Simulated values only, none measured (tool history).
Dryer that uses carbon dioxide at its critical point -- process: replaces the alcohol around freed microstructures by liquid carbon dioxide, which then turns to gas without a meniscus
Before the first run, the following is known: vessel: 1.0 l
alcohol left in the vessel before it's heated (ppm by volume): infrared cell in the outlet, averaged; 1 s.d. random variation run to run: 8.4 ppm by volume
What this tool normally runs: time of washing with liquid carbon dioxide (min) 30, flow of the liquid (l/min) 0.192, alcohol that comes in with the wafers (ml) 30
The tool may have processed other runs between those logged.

run	day	time of washing with liquid carbon dioxide (min)	flow of the liquid (l/min)	alcohol that comes in with the wafers (ml)	alcohol left in the vessel before it's heated (ppm by volume)
1	0	30	0.192	30	605
2	0.771	30	0.192	30	597
3	1.333	30	0.192	30	607
4	2.133	30	0.192	30	628
5	2.629	30	0.192	30	635
6	3.133	20	0.192	30	2069
7	3.658	20	0.192	30	2097
8	4.371	20	0.192	30	2052
9	4.779	20	0.192	30	2112
10	5.612	20	0.192	30	2108
11	6.342	30	0.199	30	585
12	7.021	30	0.161	30	1150
13	7.358	30	0.192	30	647
14	8.012	30	0.155	30	1312
15	8.675	35	0.192	30	433
16	9.288	35	0.192	30	427
17	10.046	35	0.192	30	433
18	10.571	30	0.192	48	1011
19	10.975	30	0.192	30	703
20	11.412	30	0.192	30	690
21	11.808	30	0.192	30	718
22	12.338	30	0.192	30	709
23	12.729	30	0.192	30	735
24	13.133	23	0.268	28	567
25	13.804	18	0.235	30	1722
26	14.162	18	0.235	30	1796
27	14.625	18	0.235	30	1772
28	15.012	18	0.154	30	4493
29	15.488	18	0.154	30	4576
30	15.954	18	0.176	94	10849
31	16.479	40	0.28	30	195
32	17.308	20	0.218	30	1658
33	17.996	43	0.202	35	280
34	18.558	27	0.192	47	1506
35	19.004	20	0.171	30	2971
36	19.692	20	0.171	30	3017
37	20.079	20	0.171	30	3148
38	20.738	20	0.171	49	4907
39	21.512	37	0.212	30	349
40	22.217	30	0.192	60	1374
41	22.717	26	0.282	65	652
42	23.25	28	0.23	33	629
43	23.638	32	0.192	53	1061
44	24.354	30	0.217	23	490
45	25.083	41	0.326	50	236
46	25.779	30	0.192	47	1191

5 options for the next run, each taken on its own from the tool as it stands now. Forecast them:
A	26.475	40	0.192	30	?
B	26.475	30	0.157	47	?
C	26.475	30	0.321	26	?
D	26.475	33	0.13	55	?
E	26.475	43	0.321	75	?

run	alcohol left in the vessel before it's heated (ppm by volume)
A	398
B	2157
C	275
D	3227
E	244
Without the tool's unlogged condition, the same runs would have read:
run	alcohol left in the vessel before it's heated (ppm by volume)
A	112
B	1490
C	32
D	2367
E	12

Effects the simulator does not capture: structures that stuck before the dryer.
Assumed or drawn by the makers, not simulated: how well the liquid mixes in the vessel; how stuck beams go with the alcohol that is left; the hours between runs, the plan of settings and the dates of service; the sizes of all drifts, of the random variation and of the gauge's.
